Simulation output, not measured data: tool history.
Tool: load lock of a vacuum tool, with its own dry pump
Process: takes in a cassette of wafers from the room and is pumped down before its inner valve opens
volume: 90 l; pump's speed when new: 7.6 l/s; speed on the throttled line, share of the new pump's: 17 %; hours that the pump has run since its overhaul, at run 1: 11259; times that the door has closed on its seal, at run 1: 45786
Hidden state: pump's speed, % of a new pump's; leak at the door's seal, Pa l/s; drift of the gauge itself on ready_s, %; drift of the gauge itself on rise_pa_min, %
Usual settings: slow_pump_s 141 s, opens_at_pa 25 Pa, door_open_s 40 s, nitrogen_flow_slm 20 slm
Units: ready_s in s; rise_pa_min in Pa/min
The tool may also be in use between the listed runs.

run	day	slow_pump_s	opens_at_pa	door_open_s	nitrogen_flow_slm	hours that the pump has run since its overhaul	times that the door has closed on its seal	incoming humidity of the room's air, %	ready_s	rise_pa_min
1	0.000	141	25	40	20	11259	45786	49.3	232.0	0.124
2	9.812	141	25	40	20	11495	46592	45.2	227.2	0.125
3	16.617	192	25	40	20	11658	47151	43.4	267.0	0.134
4	30.771	192	25	40	20	11998	48314	45.4	270.7	0.127
5	39.025	192	25	40	20	12196	48992	46.1	267.7	0.134
6	45.892	261	25	40	20	12361	49556	45.4	327.5	0.132
7	57.721	261	25	40	20	12645	50528	44.5	325.5	0.140
8	72.042	141	33	40	20	12988	51704	45.1	230.2	0.145
9	82.533	134	33	40	20	13240	52566	41.9	223.2	0.144
10	95.658	134	33	40	20	13555	53645	42.9	222.4	0.143
11	107.342	141	25	40	20	13836	54604	43.7	232.8	0.153
12	119.829	141	25	40	20	14135	55630	46.8	230.1	0.153
13	132.992	141	25	40	20	14451	56712	45.7	234.1	0.159
14	145.917	163	25	40	20	14761	57773	44.4	250.5	0.160
# day 148.275: dry pump taken out, an overhauled one fitted
15	160.075	163	25	172	20	283	58916	49.6	234.9	0.188
16	168.633	215	38	64	5	489	59619	47.7	273.3	0.185
17	180.829	74	38	64	5	781	60621	43.6	157.6	0.192
18	189.979	102	20	28	18	1001	61373	43.4	187.7	0.177
19	203.754	102	20	26	18	1332	62505	46.1	186.9	0.175
20	213.712	257	22	124	18	1571	63323	45.7	316.6	0.198
21	220.858	238	19	40	16	1742	63910	45.4	297.7	0.183
22	229.421	238	19	40	16	1948	64613	45.8	301.6	0.186
23	236.275	238	20	40	32	2112	65177	46.2	299.8	0.179
24	245.642	238	20	40	32	2337	65946	45.9	300.8	0.188
25	253.892	230	23	40	43	2535	66624	50.7	294.3	0.195
26	263.867	230	46	40	9	2774	67443	43.2	280.4	0.206
27	280.521	230	46	40	9	3174	68811	47.2	284.2	0.209
28	296.929	230	46	40	9	3568	70160	43.8	283.5	0.212
29	304.092	124	18	102	8	3740	70748	48.7	207.6	0.240

Hidden state at the last listed run before each entry between runs and at the first one after, where it differs:
Between runs 14 and 15: dry pump taken out, an overhauled one fitted (day 148.275)
  pump's speed, % of a new pump's: 79.1 -> 98; leak at the door's seal, Pa l/s: 0.1973 -> 0.2037
  measured less the result without the state, ready_s: +18.3 -> +1.4 s; rise_pa_min: +0.130 -> +0.134 Pa/min
